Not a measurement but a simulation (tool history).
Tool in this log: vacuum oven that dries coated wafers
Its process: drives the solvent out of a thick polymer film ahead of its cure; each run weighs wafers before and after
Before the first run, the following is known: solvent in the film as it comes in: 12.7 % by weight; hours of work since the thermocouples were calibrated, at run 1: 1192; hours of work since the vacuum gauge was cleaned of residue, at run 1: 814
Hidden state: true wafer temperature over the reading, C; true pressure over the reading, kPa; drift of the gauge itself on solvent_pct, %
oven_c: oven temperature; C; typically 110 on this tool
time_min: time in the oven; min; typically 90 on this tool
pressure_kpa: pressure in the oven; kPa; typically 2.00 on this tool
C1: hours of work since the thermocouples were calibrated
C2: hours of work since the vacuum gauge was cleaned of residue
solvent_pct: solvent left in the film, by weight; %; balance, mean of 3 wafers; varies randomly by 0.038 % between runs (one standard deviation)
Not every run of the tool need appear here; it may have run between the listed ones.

Run 1, day 0.000: usual settings; C1 1192; C2 814. Result: solvent_pct 2.18 %.
Run 2, day 1.517: usual settings but pressure_kpa 1.38 kPa; C1 1214; C2 835. Result: solvent_pct 1.80 %.
Run 3, day 4.388: usual settings but pressure_kpa 1.38 kPa; C1 1254; C2 875. Result: solvent_pct 1.80 %.
Run 4, day 7.258: usual settings; C1 1294; C2 915. Result: solvent_pct 2.17 %.
Run 5, day 9.158: usual settings but oven_c 101 C; C1 1320; C2 941. Result: solvent_pct 3.43 %.
Run 6, day 12.092: usual settings but oven_c 101 C; C1 1361; C2 982. Result: solvent_pct 3.50 %.
Run 7, day 14.492: usual settings but oven_c 101 C; C1 1395; C2 1016. Result: solvent_pct 3.47 %.
Run 8, day 16.917: usual settings; C1 1429; C2 1050. Result: solvent_pct 2.22 %.
At day 18.142: oven's thermocouples calibrated.
Run 9, day 19.162: usual settings; C1 14; C2 1080. Result: solvent_pct 2.26 %.
Run 10, day 22.129: usual settings; C1 56; C2 1121. Result: solvent_pct 2.29 %.
Run 11, day 23.779: usual settings; C1 79; C2 1144. Result: solvent_pct 2.25 %.
Run 12, day 25.371: usual settings; C1 101; C2 1166. Result: solvent_pct 2.32 %.
Run 13, day 27.288: usual settings; C1 128; C2 1193. Result: solvent_pct 2.25 %.
Run 14, day 30.121: usual settings; C1 167; C2 1233. Result: solvent_pct 2.29 %.
Run 15, day 31.629: usual settings; C1 188; C2 1254. Result: solvent_pct 2.27 %.
Run 16, day 32.829: usual settings; C1 205; C2 1271. Result: solvent_pct 2.26 %.
Run 17, day 35.596: usual settings; C1 244; C2 1309. Result: solvent_pct 2.31 %.
Run 18, day 37.829: usual settings; C1 275; C2 1340. Result: solvent_pct 2.31 %.
Run 19, day 39.375: usual settings; C1 296; C2 1362. Result: solvent_pct 2.30 %.
Run 20, day 41.067: usual settings; C1 320; C2 1386. Result: solvent_pct 2.31 %.
Run 21, day 43.104: usual settings; C1 348; C2 1414. Result: solvent_pct 2.33 %.
Run 22, day 44.458: usual settings; C1 367; C2 1433. Result: solvent_pct 2.37 %.
Run 23, day 45.846: usual settings; C1 387; C2 1452. Result: solvent_pct 2.25 %.
Run 24, day 47.212: usual settings; C1 406; C2 1471. Result: solvent_pct 2.37 %.
Run 25, day 49.279: usual settings; C1 435; C2 1500. Result: solvent_pct 2.38 %.
Run 26, day 51.204: usual settings; C1 461; C2 1527. Result: solvent_pct 2.28 %.
Run 27, day 53.121: usual settings but time_min 106 min; C1 488; C2 1554. Result: solvent_pct 2.01 %.
Run 28, day 55.208: usual settings but oven_c 107 C, pressure_kpa 1.37 kPa; C1 517; C2 1583. Result: solvent_pct 2.32 %.
Run 29, day 57.333: usual settings but oven_c 121 C, pressure_kpa 5.16 kPa; C1 547; C2 1613. Result: solvent_pct 2.51 %.
Run 30, day 59.433: usual settings but oven_c 124 C, time_min 119 min, pressure_kpa 1.62 kPa; C1 576; C2 1642. Result: solvent_pct 0.87 %.
Run 31, day 61.729: usual settings but oven_c 124 C, time_min 149 min, pressure_kpa 1.62 kPa; C1 608; C2 1674. Result: solvent_pct 0.89 %.
Run 32, day 64.446: usual settings but oven_c 118 C, time_min 123 min, pressure_kpa 1.62 kPa; C1 646; C2 1712. Result: solvent_pct 1.15 %.
Run 33, day 66.712: usual settings but oven_c 118 C, time_min 123 min, pressure_kpa 1.62 kPa; C1 678; C2 1743. Result: solvent_pct 1.11 %.
Run 34, day 68.296: usual settings but oven_c 100 C, time_min 131 min; C1 700; C2 1766. Result: solvent_pct 3.03 %.
Run 35, day 70.208: usual settings but oven_c 100 C, time_min 131 min; C1 727; C2 1792. Result: solvent_pct 3.07 %.
At day 73.108: vacuum gauge cleaned of residue and calibrated.
Run 36, day 73.238: usual settings but oven_c 97 C, time_min 131 min; C1 768; C2 2. Result: solvent_pct 2.92 %.
Run 37, day 74.742: usual settings but oven_c 97 C, time_min 131 min; C1 789; C2 23. Result: solvent_pct 2.91 %.
Run 38, day 76.512: usual settings but oven_c 114 C, time_min 54 min, pressure_kpa 2.41 kPa; C1 814; C2 47. Result: solvent_pct 2.90 %.
Run 39, day 79.367: usual settings but time_min 104 min, pressure_kpa 1.87 kPa; C1 854; C2 87. Result: solvent_pct 1.62 %.
Run 40, day 80.892: usual settings but oven_c 101 C, pressure_kpa 1.11 kPa; C1 875; C2 109. Result: solvent_pct 2.56 %.
Run 41, day 83.596: usual settings but oven_c 109 C, pressure_kpa 2.73 kPa; C1 913; C2 146. Result: solvent_pct 2.43 %.
Run 42, day 85.971: usual settings but time_min 144 min, pressure_kpa 5.79 kPa; C1 946; C2 179. Result: solvent_pct 3.55 %.
Run 43, day 88.654: usual settings but time_min 144 min, pressure_kpa 5.79 kPa; C1 983; C2 217. Result: solvent_pct 3.48 %.
Run 44, day 90.925: usual settings but oven_c 95 C, pressure_kpa 1.06 kPa; C1 1015; C2 249. Result: solvent_pct 3.51 %.
Run 45, day 93.550: usual settings but time_min 156 min, pressure_kpa 3.00 kPa; C1 1052; C2 285. Result: solvent_pct 1.87 %.
Run 46, day 95.496: usual settings but time_min 156 min, pressure_kpa 3.00 kPa; C1 1079; C2 312. Result: solvent_pct 1.93 %.
Run 47, day 98.300: usual settings but pressure_kpa 4.07 kPa; C1 1118; C2 352. Result: solvent_pct 3.14 %.

Forecast each of these 4 alternatives for the next run:
Run A, day 100.517: usual settings but time_min 55 min; C1 1149; C2 383. Result: solvent_pct ?.
Run B, day 100.517: usual settings but oven_c 119 C, time_min 79 min, pressure_kpa 4.77 kPa; C1 1149; C2 383. Result: solvent_pct ?.
Run C, day 100.517: usual settings but time_min 116 min, pressure_kpa 4.79 kPa; C1 1149; C2 383. Result: solvent_pct ?.
Run D, day 100.517: usual settings but oven_c 98 C, time_min 47 min; C1 1149; C2 383. Result: solvent_pct ?.

run  solvent_pct
  A         3.19
  B         2.49
  C         3.18
  D         5.78
Without the tool's unlogged condition, the same runs would have read:
run  solvent_pct
  A         3.25
  B         2.51
  C         3.20
  D         5.83
